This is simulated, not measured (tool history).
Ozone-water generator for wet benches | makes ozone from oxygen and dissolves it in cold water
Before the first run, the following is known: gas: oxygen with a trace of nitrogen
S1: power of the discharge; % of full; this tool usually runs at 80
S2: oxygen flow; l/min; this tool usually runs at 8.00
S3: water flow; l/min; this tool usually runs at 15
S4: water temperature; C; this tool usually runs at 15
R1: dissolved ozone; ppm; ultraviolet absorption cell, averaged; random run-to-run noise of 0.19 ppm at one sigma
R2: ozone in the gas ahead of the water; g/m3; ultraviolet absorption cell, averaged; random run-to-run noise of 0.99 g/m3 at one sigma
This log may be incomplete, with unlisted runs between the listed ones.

run    hour  S1     S2  S3  S4    R1     R2
  1     0.0  80   8.00  15  15  27.5  167.7
  2    40.5  80   8.00  15  15  27.7  169.8
  3    80.0  80   8.00  15  15  28.0  171.0
  4   132.4  80   8.00  15  15  27.8  168.6
  5   162.6  80   8.00  15  15  27.8  171.0
  6   224.1  80   8.00  15  15  27.7  170.1
  7   285.6  80   8.00  15  15  27.8  169.3
  8   321.5  80   8.00  15  15  27.4  169.2
  9   351.2  80   8.00  15  23  23.5  166.7
 10   379.0  80   8.00  15  23  23.8  168.1
 11   416.8  80   8.00  15  23  23.8  168.7
 12   476.1  80   8.00  15  23  23.7  169.8
 13   501.8  80   8.00  15  23  23.5  167.3
 14   528.0  80   8.00  15  23  23.2  168.0
 15   584.0  80   8.00  15  23  23.5  169.7
 16   616.9  80   8.00  15  23  23.4  170.1
 17   650.8  98  12.34  22  17  21.6  147.7
 18   694.9  62  12.34  24  11  17.2  109.8
 19   750.6  80  13.08  15  15  24.3  125.3
 20   812.1  80  13.08  15  15  24.4  124.0
 21   863.2  80  13.08  15  15  24.4  125.5
 22   892.6  80   8.00  15  11  29.9  167.4
 23   920.0  80   8.00  15  11  29.4  168.1
 24   980.9  69   8.00  15  10  27.9  152.4
 25  1020.8  80   7.47  15  20  25.2  175.7
 26  1054.4  80   7.78  18  13  25.7  171.7
 27  1115.9  87   4.01  21  13  24.3  267.6
 28  1167.2  55   8.00   9  15  28.5  133.2
 29  1195.7  55   8.00   9  15  28.8  131.0
 30  1234.5  72   8.00  10  17  31.1  155.5

Here are 5 independent what-if runs from the current tool condition. What would each one return?
  A  1264.8  49  13.79  15  15   ?   ?
  B  1264.8  95   8.00  14  15   ?   ?
  C  1264.8  43   8.00  15  14   ?   ?
  D  1264.8  51   8.96  22  17   ?   ?
  E  1264.8  72   8.00   9  17   ?   ?

run    R1     R2
  A  17.7   89.0
  B  31.9  186.0
  C  19.0  113.8
  D  15.4  117.0
  E  32.5  155.9
Had the tool no hidden state, the same runs would have come out as:
run    R1     R2
  A  17.7   90.9
  B  32.0  190.1
  C  19.1  116.3
  D  15.5  119.5
  E  32.5  159.3
